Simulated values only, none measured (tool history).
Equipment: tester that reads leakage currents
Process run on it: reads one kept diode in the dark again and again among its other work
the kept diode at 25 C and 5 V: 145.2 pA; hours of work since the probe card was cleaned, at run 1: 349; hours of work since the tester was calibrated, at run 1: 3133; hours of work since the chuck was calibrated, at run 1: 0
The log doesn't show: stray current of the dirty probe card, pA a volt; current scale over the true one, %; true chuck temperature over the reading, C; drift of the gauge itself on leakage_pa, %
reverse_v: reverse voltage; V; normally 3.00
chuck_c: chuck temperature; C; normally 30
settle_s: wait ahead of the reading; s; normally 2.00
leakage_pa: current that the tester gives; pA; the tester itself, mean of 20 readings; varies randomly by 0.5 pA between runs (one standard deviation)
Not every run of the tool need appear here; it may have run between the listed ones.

run	hour	reverse_v	chuck_c	settle_s	hours of work since the probe card was cleaned	hours of work since the tester was calibrated	hours of work since the chuck was calibrated	leakage_pa
1	0.0	3.00	30	2.00	349	3133	0	166.85
2	203.2	3.00	30	2.00	492	3276	144	164.45
3	448.1	3.00	30	2.00	666	3450	317	161.62
4	588.9	3.00	30	2.00	765	3549	417	160.98
# hour 864.7: tester calibrated
5	864.7	3.00	30	2.00	959	0	610	156.21
# hour 1013.7: chuck's temperature calibrated
6	1065.9	3.00	30	2.00	1100	141	37	164.22
7	1342.8	3.00	30	2.00	1296	337	233	162.78
8	1568.4	3.00	30	2.00	1455	496	392	160.44
9	1840.6	3.00	30	2.00	1648	689	585	157.23
10	1962.5	9.59	30	2.00	1734	775	671	293.33
# hour 2014.3: chuck's temperature calibrated
11	2242.3	9.59	30	2.00	1930	971	161	306.94
12	2378.5	9.59	30	2.00	2027	1068	258	304.11
13	2498.8	2.54	30	2.00	2112	1153	343	146.18
14	2650.6	2.54	30	2.00	2219	1260	450	145.02
15	2935.5	3.00	30	2.00	2421	1462	652	155.87
# hour 3008.7: chuck's temperature calibrated
16	3166.4	3.00	30	0.34	2583	1624	112	169.86
17	3316.9	3.00	30	0.34	2689	1730	218	168.05
18	3492.4	3.00	30	0.34	2813	1854	342	166.33
19	3700.0	18.29	33	2.00	2960	2001	489	543.52
20	3970.2	18.29	33	2.00	3151	2192	680	536.52
# hour 4013.3: chuck's temperature calibrated
# hour 4037.8: probe card cleaned and baked
21	4110.4	3.67	22	6.46	51	2288	67	96.34
22	4227.9	3.67	29	6.46	134	2371	150	166.89
23	4354.1	3.67	28	7.52	224	2460	239	152.33
24	4537.2	11.39	28	2.00	353	2590	368	278.21
25	4761.8	1.58	23	4.27	512	2749	527	64.01
26	4923.6	1.58	23	4.27	627	2863	642	63.10
# hour 5023.6: chuck's temperature calibrated
27	5050.0	6.93	25	4.27	715	2951	19	175.63
28	5277.6	3.00	30	7.14	875	3112	180	162.44
29	5469.3	3.00	51	2.00	1011	3248	315	733.30
30	5637.4	1.53	39	9.48	1130	3367	434	218.35
31	5881.5	1.18	24	0.45	1303	3539	607	60.55
32	6011.7	1.32	30	1.67	1395	3631	699	100.16
# hour 6035.5: chuck's temperature calibrated
# hour 6180.4: tester calibrated
33	6180.4	3.00	45	1.98	1511	0	101	496.14
34	6393.9	17.76	41	2.00	1662	151	252	961.43
35	6584.6	17.76	41	2.00	1797	286	387	949.03

Across each entry between runs, compare the hidden state at the last listed run before it with the hidden state at the first listed run after it:
In the gap between runs 4 and 5: tester calibrated (hour 864.7)
  stray current of the dirty probe card, pA a volt: 0.315 -> 0.382; current scale over the true one, %: 1.3 -> 0.03; true chuck temperature over the reading, C: -0.51 -> -0.77
  difference, measured minus the result without the unlogged condition, leakage_pa: -3.40 -> -8.41 pA
In the gap between runs 5 and 6: chuck's temperature calibrated (hour 1013.7)
  stray current of the dirty probe card, pA a volt: 0.382 -> 0.428; current scale over the true one, %: 0.03 -> 0.09; true chuck temperature over the reading, C: -0.77 -> -0.08
  difference, measured minus the result without the unlogged condition, leakage_pa: -8.41 -> +0.31 pA
In the gap between runs 10 and 11: chuck's temperature calibrated (hour 2014.3)
  stray current of the dirty probe card, pA a volt: 0.638 -> 0.703; current scale over the true one, %: 0.37 -> 0.45; true chuck temperature over the reading, C: -0.9 -> -0.34
  difference, measured minus the result without the unlogged condition, leakage_pa: -13.55 -> -0.09 pA
In the gap between runs 15 and 16: chuck's temperature calibrated (hour 3008.7)
  stray current of the dirty probe card, pA a volt: 0.87 -> 0.926; current scale over the true one, %: 0.66 -> 0.73; true chuck temperature over the reading, C: -0.98 -> -0.13
  difference, measured minus the result without the unlogged condition, leakage_pa: -8.43 -> +2.28 pA
In the gap between runs 20 and 21: chuck's temperature calibrated (hour 4013.3); probe card cleaned and baked (hour 4037.8)
  stray current of the dirty probe card, pA a volt: 1.108 -> 0.038; current scale over the true one, %: 0.98 -> 1.03; true chuck temperature over the reading, C: -0.84 -> -0.23
  difference, measured minus the result without the unlogged condition, leakage_pa: -8.49 -> -0.79 pA
In the gap between runs 26 and 27: chuck's temperature calibrated (hour 5023.6)
  stray current of the dirty probe card, pA a volt: 0.229 -> 0.257; current scale over the true one, %: 1.28 -> 1.31; true chuck temperature over the reading, C: -0.96 -> -0.13
  difference, measured minus the result without the unlogged condition, leakage_pa: -3.88 -> +2.14 pA
In the gap between runs 32 and 33: chuck's temperature calibrated (hour 6035.5); tester calibrated (hour 6180.4)
  stray current of the dirty probe card, pA a volt: 0.484 -> 0.521; current scale over the true one, %: 1.61 -> 0.25; true chuck temperature over the reading, C: -1.03 -> -0.09
  difference, measured minus the result without the unlogged condition, leakage_pa: -5.98 -> -0.44 pA
